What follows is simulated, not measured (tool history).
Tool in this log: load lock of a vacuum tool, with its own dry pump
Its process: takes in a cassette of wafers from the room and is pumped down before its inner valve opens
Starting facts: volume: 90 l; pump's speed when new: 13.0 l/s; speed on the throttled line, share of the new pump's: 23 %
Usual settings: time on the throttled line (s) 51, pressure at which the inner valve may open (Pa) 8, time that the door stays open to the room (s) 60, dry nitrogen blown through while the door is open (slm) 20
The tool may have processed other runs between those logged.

run,hour,time on the throttled line (s),pressure at which the inner valve may open (Pa),time that the door stays open to the room (s),dry nitrogen blown through while the door is open (slm),"incoming humidity of the room's air, %",time from the closed door until the inner valve may open (s),rise of the pressure with all valves shut (Pa/min)
1,0,51,8,60,20,45.3,105.8,0.03
2,65.6,51,8,60,11,43.9,106.3,0.038
3,159.9,51,8,60,11,43.2,106.2,0.035
4,239.7,51,8,60,11,42.2,106.3,0.034
5,327.1,51,8,60,11,45.1,105.6,0.041
6,430.6,51,8,60,11,41.5,104.9,0.036
7,486.8,51,8,60,11,44.6,104.9,0.041
8,550.6,51,8,60,20,43.5,104.8,0.024
9,624.7,28,8,60,20,47.4,87.4,0.031
10,713,28,8,60,20,47,87.6,0.029
11,772.1,51,8,60,4,44.8,105.5,0.045
12,883.1,51,8,60,20,43.6,106.4,0.029
13,960.4,51,8,186,20,46.4,105.7,0.075
14,1035.4,51,8,60,20,45.2,105.1,0.031
15,1083.8,51,8,60,20,46.3,105.7,0.03
16,1173.1,51,8,60,15,43.7,105.4,0.034
17,1289.9,51,8,60,15,49.9,105.2,0.034
18,1389.8,51,8,60,20,43.1,106,0.026
19,1442.3,51,11,60,20,50.2,102.7,0.031
20,1557.7,51,11,60,20,47.3,103.3,0.035
21,1642,33,12,46,5,45.6,88.6,0.042
22,1726.8,37,7,30,32,44.7,95.1,0.018
23,1785.8,51,8,60,5,42.7,105.9,0.045
24,1875.1,27,9,62,5,46.6,86.9,0.045
25,1941.7,29,8,60,20,45.1,88.7,0.03
26,1996.4,29,15,31,20,43.2,83.9,0.014
27,2096.4,60,15,136,22,46.4,107.1,0.057
28,2149.6,60,15,136,5,45.8,107.7,0.086
29,2266.5,49,8,60,20,45.2,105.3,0.03
30,2364.3,82,8,60,7,44.3,128.1,0.038
31,2419.7,82,8,60,7,43.5,130.6,0.042
32,2500,51,11,216,25,47.2,102.7,0.073
33,2597.2,42,8,60,7,45.2,98.1,0.049
34,2647.4,41,8,71,7,45.9,97.6,0.05
35,2721.2,51,8,60,20,43.6,106.3,0.031
36,2800.3,63,8,72,5,44.7,114.5,0.049

Alternative continuations, all from the tool just after run 36; predict every row:
A,2916,35,14,72,7,45.1,?,?
B,2916,56,11,219,5,45.4,?,?
C,2916,63,6,61,5,46.6,?,?
D,2916,63,8,26,10,45.8,?,?
E,2916,26,8,72,5,45.8,?,?

run,time from the closed door until the inner valve may open (s),rise of the pressure with all valves shut (Pa/min)
A,88.9,0.052
B,106.8,0.111
C,117.1,0.052
D,114.1,0.022
E,85.4,0.054
The same runs, with their run-to-run variation unchanged, on a tool lacking any hidden condition would have given:
run,time from the closed door until the inner valve may open (s),rise of the pressure with all valves shut (Pa/min)
A,88.9,0.05
B,106.8,0.109
C,117,0.051
D,114.1,0.021
E,85.3,0.052
